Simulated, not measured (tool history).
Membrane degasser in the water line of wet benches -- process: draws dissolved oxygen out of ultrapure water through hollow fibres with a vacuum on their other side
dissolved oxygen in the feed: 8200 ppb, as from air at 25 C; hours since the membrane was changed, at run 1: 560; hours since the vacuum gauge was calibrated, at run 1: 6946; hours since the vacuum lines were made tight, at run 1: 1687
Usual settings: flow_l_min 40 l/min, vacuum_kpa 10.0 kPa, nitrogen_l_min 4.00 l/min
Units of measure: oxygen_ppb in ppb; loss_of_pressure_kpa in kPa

run    hour  flow_l_min  vacuum_kpa  nitrogen_l_min  hours since the membrane was changed  hours since the vacuum gauge was calibrated  hours since the vacuum lines were made tight  oxygen_ppb  loss_of_pressure_kpa
  1     0.0          40        10.0            4.00                                   560                                         6946                                          1687       417.8                 35.42
  2   213.9          40         9.0            4.00                                   774                                         7160                                          1901       394.1                 35.09
  3   389.1          40         9.0            4.00                                   949                                         7335                                          2076       393.6                 35.23
  4   539.9          40         9.0            4.00                                  1100                                         7486                                          2227       396.0                 35.11
  5   815.2          40        12.9            4.00                                  1375                                         7761                                          2502       480.7                 35.38
  6  1078.4          40        12.9            4.00                                  1639                                         8025                                          2766       481.0                 35.46
  7  1338.4          40        10.0            8.12                                  1899                                         8285                                          3025       351.9                 35.55
  8  1524.7          40        10.0            8.12                                  2085                                         8471                                          3212       348.7                 35.27
  9  1793.2          40        10.0            8.12                                  2353                                         8739                                          3480       343.9                 35.66
 10  2000.0          40        10.0            8.12                                  2560                                         8946                                          3687       343.7                 35.66
     2044.9  -- vacuum gauge calibrated
 11  2171.4          40        10.0            8.12                                  2731                                          126                                          3858       341.5                 35.66
 12  2368.0          40        12.9            4.00                                  2928                                          323                                          4055       471.4                 35.83
 13  2523.1          40        15.8            4.00                                  3083                                          478                                          4210       544.2                 35.97
 14  2770.4          40        15.8            4.00                                  3330                                          725                                          4457       541.3                 35.82
     2903.4  -- seals of the vacuum lines changed
 15  2903.4          50        10.0            4.00                                  3461                                          856                                             0       628.0                 44.57
 16  3064.1          60        10.0            4.00                                  3622                                         1017                                           161       849.3                 53.85
 17  3257.2          40         9.8            4.00                                  3815                                         1210                                           354       426.6                 36.03
 18  3373.1          40         9.8            4.00                                  3931                                         1326                                           470       417.8                 35.86
 19  3515.8          40         9.8            4.00                                  4073                                         1469                                           612       421.8                 36.08
 20  3631.7          52         7.3            4.00                                  4189                                         1585                                           728       609.6                 46.56
 21  3902.9          47         6.1            4.04                                  4461                                         1856                                          1000       487.1                 42.12
 22  4081.9          50        11.4            4.69                                  4640                                         2035                                          1179       657.1                 45.28
 23  4332.6          50        19.2            3.03                                  4890                                         2286                                          1429       967.5                 45.12
 24  4504.8          50        19.2            3.03                                  5063                                         2458                                          1601       991.9                 44.90
 25  4684.2          60        10.0            3.15                                  5242                                         2637                                          1781       923.8                 54.18
 26  4933.1          60         8.1            2.44                                  5491                                         2886                                          2030       906.7                 54.18
 27  5084.1          26         8.1            2.44                                  5642                                         3037                                          2181       206.9                 23.51
 28  5261.3          26         6.9            9.31                                  5819                                         3214                                          2358       110.2                 23.59
 29  5505.4          26         6.9            9.31                                  6063                                         3458                                          2602       110.2                 23.42
 30  5706.6          55         7.5            2.80                                  6264                                         3660                                          2803       756.4                 50.09
 31  5901.9          55         7.5            2.80                                  6460                                         3855                                          2999       756.9                 50.26
 32  6065.6          55         6.8            4.29                                  6623                                         4019                                          3162       676.6                 49.77
 33  6213.2          55         6.8            4.29                                  6771                                         4166                                          3310       676.7                 49.95

Predict each of these 3 candidate next runs independently; none follows another, all start after run 33:
  A  6491.7          26        24.6            4.13                                  7049                                         4445                                          3588           ?                     ?
  B  6491.7          28        10.0            3.12                                  7049                                         4445                                          3588           ?                     ?
  C  6491.7          40        14.9            4.00                                  7049                                         4445                                          3588           ?                     ?

run  oxygen_ppb  loss_of_pressure_kpa
  A       400.7                 23.72
  B       255.0                 25.43
  C       555.9                 36.26
With no hidden state in the tool, these same runs would have given:
run  oxygen_ppb  loss_of_pressure_kpa
  A       378.5                 22.67
  B       230.0                 24.30
  C       509.5                 34.64
